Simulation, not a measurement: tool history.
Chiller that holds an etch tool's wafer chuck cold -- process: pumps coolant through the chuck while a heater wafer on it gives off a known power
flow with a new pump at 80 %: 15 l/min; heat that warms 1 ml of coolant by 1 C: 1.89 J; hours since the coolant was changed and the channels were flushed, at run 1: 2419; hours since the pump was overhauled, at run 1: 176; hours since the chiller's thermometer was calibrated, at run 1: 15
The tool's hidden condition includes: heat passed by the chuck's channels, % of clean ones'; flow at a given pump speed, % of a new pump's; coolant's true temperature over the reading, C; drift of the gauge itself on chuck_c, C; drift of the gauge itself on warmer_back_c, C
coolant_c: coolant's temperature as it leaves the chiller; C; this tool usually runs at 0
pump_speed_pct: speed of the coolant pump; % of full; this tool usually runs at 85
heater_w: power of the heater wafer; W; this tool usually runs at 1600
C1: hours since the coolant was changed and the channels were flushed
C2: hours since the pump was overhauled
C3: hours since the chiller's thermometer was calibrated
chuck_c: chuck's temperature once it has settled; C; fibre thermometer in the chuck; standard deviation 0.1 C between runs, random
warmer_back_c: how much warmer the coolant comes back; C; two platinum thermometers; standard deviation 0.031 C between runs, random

{"run": 1, "hour": 0.0, "coolant_c": 0, "pump_speed_pct": 85, "heater_w": 1600, "C1": 2419, "C2": 176, "C3": 15, "chuck_c": 13, "warmer_back_c": 3.19}
{"run": 2, "hour": 39.4, "coolant_c": 0, "pump_speed_pct": 85, "heater_w": 1600, "C1": 2458, "C2": 215, "C3": 54, "chuck_c": 13.1, "warmer_back_c": 3.2}
{"run": 3, "hour": 80.4, "coolant_c": 0, "pump_speed_pct": 92, "heater_w": 1600, "C1": 2499, "C2": 256, "C3": 95, "chuck_c": 12.4, "warmer_back_c": 2.92}
{"run": 4, "hour": 117.0, "coolant_c": 0, "pump_speed_pct": 92, "heater_w": 1600, "C1": 2536, "C2": 293, "C3": 132, "chuck_c": 12.5, "warmer_back_c": 2.89}
{"run": 5, "hour": 146.7, "coolant_c": 0, "pump_speed_pct": 92, "heater_w": 1600, "C1": 2565, "C2": 322, "C3": 162, "chuck_c": 12.3, "warmer_back_c": 2.93}
{"run": 6, "hour": 188.8, "coolant_c": -9, "pump_speed_pct": 85, "heater_w": 1600, "C1": 2607, "C2": 365, "C3": 204, "chuck_c": 3.8, "warmer_back_c": 3.08}
{"run": 7, "hour": 211.0, "coolant_c": -9, "pump_speed_pct": 62, "heater_w": 1600, "C1": 2630, "C2": 387, "C3": 226, "chuck_c": 6.2, "warmer_back_c": 4.29}
{"run": 8, "hour": 233.3, "coolant_c": 4, "pump_speed_pct": 62, "heater_w": 1844, "C1": 2652, "C2": 409, "C3": 248, "chuck_c": 21.5, "warmer_back_c": 4.88}
{"run": 9, "hour": 262.5, "coolant_c": 4, "pump_speed_pct": 62, "heater_w": 1844, "C1": 2681, "C2": 438, "C3": 277, "chuck_c": 21.6, "warmer_back_c": 4.85}
{"run": 10, "hour": 294.4, "coolant_c": 4, "pump_speed_pct": 62, "heater_w": 1844, "C1": 2713, "C2": 470, "C3": 309, "chuck_c": 21.5, "warmer_back_c": 4.86}
{"run": 11, "hour": 338.7, "coolant_c": -10, "pump_speed_pct": 85, "heater_w": 2035, "C1": 2757, "C2": 515, "C3": 354, "chuck_c": 6.5, "warmer_back_c": 3.96}

The next listed run, before its measurement:
{"run": 12, "hour": 378.3, "coolant_c": -10, "pump_speed_pct": 85, "heater_w": 2035, "C1": 2797, "C2": 554, "C3": 393, "chuck_c": "?", "warmer_back_c": "?"}

Run 12 yielded chuck_c 6.5 C, warmer_back_c 3.89 C.
With the hidden condition absent and the run-to-run variation left alone, this run would have shown chuck_c 6.4 C, warmer_back_c 4.07 C.
